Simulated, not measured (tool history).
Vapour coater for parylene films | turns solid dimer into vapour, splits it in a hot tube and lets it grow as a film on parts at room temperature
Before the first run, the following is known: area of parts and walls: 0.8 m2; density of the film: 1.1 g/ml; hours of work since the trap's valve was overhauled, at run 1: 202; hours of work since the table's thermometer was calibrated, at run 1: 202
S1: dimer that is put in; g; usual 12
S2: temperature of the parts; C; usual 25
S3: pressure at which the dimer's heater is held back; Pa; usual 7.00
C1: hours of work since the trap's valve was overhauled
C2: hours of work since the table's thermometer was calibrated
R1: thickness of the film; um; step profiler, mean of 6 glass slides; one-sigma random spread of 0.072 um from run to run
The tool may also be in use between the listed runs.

Run 1, hour 0.0: usual settings; C1 202; C2 202. Result: R1 7.64 um.
Run 2, hour 13.9: usual settings; C1 210; C2 210. Result: R1 7.63 um.
Run 3, hour 35.0: usual settings; C1 221; C2 221. Result: R1 7.56 um.
At hour 45.0: trap's valve overhauled.
Run 4, hour 50.2: usual settings; C1 3; C2 227. Result: R1 8.52 um.
Run 5, hour 71.3: usual settings; C1 14; C2 238. Result: R1 8.32 um.
Run 6, hour 86.4: usual settings; C1 22; C2 246. Result: R1 8.45 um.
Run 7, hour 98.6: usual settings but S1 5 g; C1 29; C2 253. Result: R1 3.47 um.
Run 8, hour 118.0: usual settings but S1 8 g; C1 39; C2 263. Result: R1 5.54 um.
Run 9, hour 134.4: usual settings but S1 7 g; C1 48; C2 272. Result: R1 4.83 um.
Run 10, hour 152.1: usual settings but S1 7 g; C1 58; C2 282. Result: R1 4.86 um.
Run 11, hour 163.7: usual settings; C1 64; C2 288. Result: R1 8.17 um.
Run 12, hour 176.6: usual settings but S1 10 g; C1 71; C2 295. Result: R1 6.98 um.
Run 13, hour 199.9: usual settings but S3 7.63 Pa; C1 83; C2 307. Result: R1 7.96 um.
Run 14, hour 215.7: usual settings but S3 7.63 Pa; C1 92; C2 316. Result: R1 7.97 um.
Run 15, hour 228.7: usual settings but S3 7.63 Pa; C1 99; C2 323. Result: R1 7.97 um.
Run 16, hour 250.0: usual settings but S3 7.63 Pa; C1 110; C2 334. Result: R1 7.86 um.
Run 17, hour 263.0: usual settings but S3 7.63 Pa; C1 117; C2 341. Result: R1 7.93 um.
Run 18, hour 284.0: usual settings but S1 8 g; C1 128; C2 353. Result: R1 5.28 um.
Run 19, hour 298.5: usual settings; C1 136; C2 360. Result: R1 7.97 um.
Run 20, hour 310.6: usual settings but S2 28 C, S3 10.71 Pa; C1 143; C2 367. Result: R1 6.83 um.
Run 21, hour 325.7: usual settings but S2 23 C, S3 4.19 Pa; C1 151; C2 375. Result: R1 8.73 um.
Run 22, hour 339.2: usual settings but S2 23 C, S3 4.19 Pa; C1 158; C2 382. Result: R1 8.61 um.
Run 23, hour 355.2: usual settings but S1 9 g, S2 32 C, S3 5.81 Pa; C1 167; C2 391. Result: R1 4.95 um.
Run 24, hour 377.9: usual settings but S1 9 g, S2 32 C, S3 5.81 Pa; C1 179; C2 403. Result: R1 4.92 um.
Run 25, hour 401.9: usual settings but S1 7 g, S2 26 C, S3 2.06 Pa; C1 192; C2 416. Result: R1 5.01 um.
Run 26, hour 414.3: usual settings but S1 7 g, S2 23 C, S3 4.58 Pa; C1 199; C2 423. Result: R1 4.97 um.
Run 27, hour 424.3: usual settings but S1 15 g, S3 10.43 Pa; C1 204; C2 428. Result: R1 9.01 um.
Run 28, hour 443.9: usual settings but S1 8 g, S2 18 C, S3 7.65 Pa; C1 214; C2 439. Result: R1 5.87 um.
Run 29, hour 455.4: usual settings but S1 8 g, S2 18 C, S3 2.61 Pa; C1 221; C2 445. Result: R1 6.63 um.
At hour 465.9: trap's valve overhauled.
Run 30, hour 470.8: usual settings but S1 8 g, S2 18 C, S3 2.61 Pa; C1 3; C2 451. Result: R1 7.44 um.
Run 31, hour 492.3: usual settings but S2 30 C, S3 7.49 Pa; C1 14; C2 462. Result: R1 7.35 um.
Run 32, hour 506.5: usual settings but S3 2.19 Pa; C1 22; C2 470. Result: R1 9.45 um.
Run 33, hour 518.1: usual settings but S2 20 C, S3 9.97 Pa; C1 28; C2 476. Result: R1 8.88 um.
Run 34, hour 527.7: usual settings but S1 20 g, S2 20 C, S3 6.13 Pa; C1 33; C2 481. Result: R1 15.99 um.
Run 35, hour 547.9: usual settings but S1 16 g; C1 44; C2 492. Result: R1 10.94 um.
Run 36, hour 557.7: usual settings but S1 17 g; C1 49; C2 498. Result: R1 11.40 um.
Run 37, hour 576.0: usual settings but S1 8 g, S2 24 C, S3 2.79 Pa; C1 59; C2 507. Result: R1 6.21 um.
Run 38, hour 593.2: usual settings but S1 8 g, S2 24 C, S3 2.79 Pa; C1 68; C2 517. Result: R1 6.14 um.

4 ways to go on from here, each from the tool as it stands after run 38. What would each give?
Run A, hour 607.2: usual settings but S1 7 g, S2 19 C, S3 10.31 Pa; C1 76; C2 524. Result: R1 ?.
Run B, hour 607.2: usual settings but S1 5 g, S2 22 C, S3 8.23 Pa; C1 76; C2 524. Result: R1 ?.
Run C, hour 607.2: usual settings but S1 17 g, S2 20 C, S3 5.06 Pa; C1 76; C2 524. Result: R1 ?.
Run D, hour 607.2: usual settings but S3 7.19 Pa; C1 76; C2 524. Result: R1 ?.

run     R1
  A   5.20
  B   3.55
  C  13.48
  D   8.11
Take away the tool's hidden state, keep each run's random variation, and the runs would have read:
run     R1
  A   5.57
  B   3.80
  C  14.43
  D   8.68
